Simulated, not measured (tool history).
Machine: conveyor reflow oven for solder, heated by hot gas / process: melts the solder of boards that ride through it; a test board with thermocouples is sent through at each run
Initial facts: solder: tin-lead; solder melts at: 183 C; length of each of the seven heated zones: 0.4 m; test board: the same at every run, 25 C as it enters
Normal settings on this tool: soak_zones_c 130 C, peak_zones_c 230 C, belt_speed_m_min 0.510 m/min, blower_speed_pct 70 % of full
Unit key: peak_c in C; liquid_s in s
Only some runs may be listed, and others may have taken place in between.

run,day,soak_zones_c,peak_zones_c,belt_speed_m_min,blower_speed_pct,peak_c,liquid_s
1,0.000,130,230,0.510,70,208.4,57.7
2,2.079,130,230,0.510,70,208.1,57.2
3,3.429,130,230,0.510,70,208.4,57.0
4,4.783,130,230,0.510,70,208.4,56.4
5,5.888,130,230,0.510,70,207.9,56.6
6,7.375,130,230,0.510,70,208.2,57.0
7,9.238,130,230,0.510,70,207.8,56.5
8,10.250,130,230,0.510,70,207.5,56.4
# day 11.338: flux residue cleaned out of gas plates and filters
9,12.325,130,230,0.510,70,208.6,57.7
10,14.342,130,230,0.510,70,208.7,57.7
11,15.779,130,230,0.591,70,203.0,41.5
12,17.667,130,230,0.591,70,202.7,41.2
13,19.792,130,230,0.510,83,210.6,61.5
# day 20.129: belt drive overhauled, speed set with a stopwatch
14,21.408,130,230,0.510,83,210.8,62.2
15,22.871,130,230,0.510,83,210.4,62.1
16,24.508,130,230,0.482,70,209.5,64.3
17,26.117,130,230,0.482,70,209.3,63.8
18,27.004,116,230,0.445,58,206.6,58.6
# day 27.571: flux residue cleaned out of gas plates and filters
19,28.421,127,239,0.510,54,210.9,59.3
20,29.750,132,219,0.450,51,198.7,51.4
21,31.708,132,219,0.450,51,198.8,50.7
# day 32.800: belt drive overhauled, speed set with a stopwatch, once more
22,33.808,115,239,0.495,87,217.1,63.7
23,35.462,134,232,0.559,70,206.0,49.6
24,36.854,138,232,0.559,51,201.1,42.0
25,37.788,140,231,0.559,51,200.8,42.5
26,39.654,140,231,0.559,51,200.4,42.0
27,40.742,140,231,0.559,51,200.6,42.2
28,41.642,140,231,0.559,51,200.6,41.9
# day 42.929: thermocouples of zones 6 and 7 changed
29,43.112,130,230,0.568,70,205.0,45.5
# day 43.800: flux residue cleaned out of gas plates and filters
30,44.904,130,230,0.568,70,206.0,47.7

For some of the steps in peak_c from one run to the next: how much would appear even if the tool had no hidden state, given the settings, what came in and random variation, and how much remains for the hidden state plus any gauge scatter that the measured result and the result without hidden state don't share?
What the log doesn't record here: heat that the gas passes to the board, % of a clean oven's; belt's true speed, % of the reading; true gas temperature in zones 6 and 7 over the reading, C; drift of the gauge itself on peak_c, C; drift of the gauge itself on liquid_s, %.
Run 18 -> 19: soak_zones_c 116 -> 127, peak_zones_c 230 -> 239, belt_speed_m_min 0.445 -> 0.510, blower_speed_pct 58 -> 54, flux residue cleaned out of gas plates and filters. peak_c +4.3 C: hidden state +1.5, all else +2.8.
Run 19 -> 20: soak_zones_c 127 -> 132, peak_zones_c 239 -> 219, belt_speed_m_min 0.510 -> 0.450, blower_speed_pct 54 -> 51. peak_c -12.2 C: hidden state -0.5, all else -11.7.
Run 21 -> 22: soak_zones_c 132 -> 115, peak_zones_c 219 -> 239, belt_speed_m_min 0.450 -> 0.495, blower_speed_pct 51 -> 87, belt drive overhauled, speed set with a stopwatch, once more. peak_c +18.3 C: hidden state -1.7, all else +20.0.
Run 22 -> 23: soak_zones_c 115 -> 134, peak_zones_c 239 -> 232, belt_speed_m_min 0.495 -> 0.559, blower_speed_pct 87 -> 70. peak_c -11.1 C: hidden state +0.2, all else -11.3.
Run 28 -> 29: soak_zones_c 140 -> 130, peak_zones_c 231 -> 230, belt_speed_m_min 0.559 -> 0.568, blower_speed_pct 51 -> 70, thermocouples of zones 6 and 7 changed. peak_c +4.4 C: hidden state +2.3, all else +2.1.
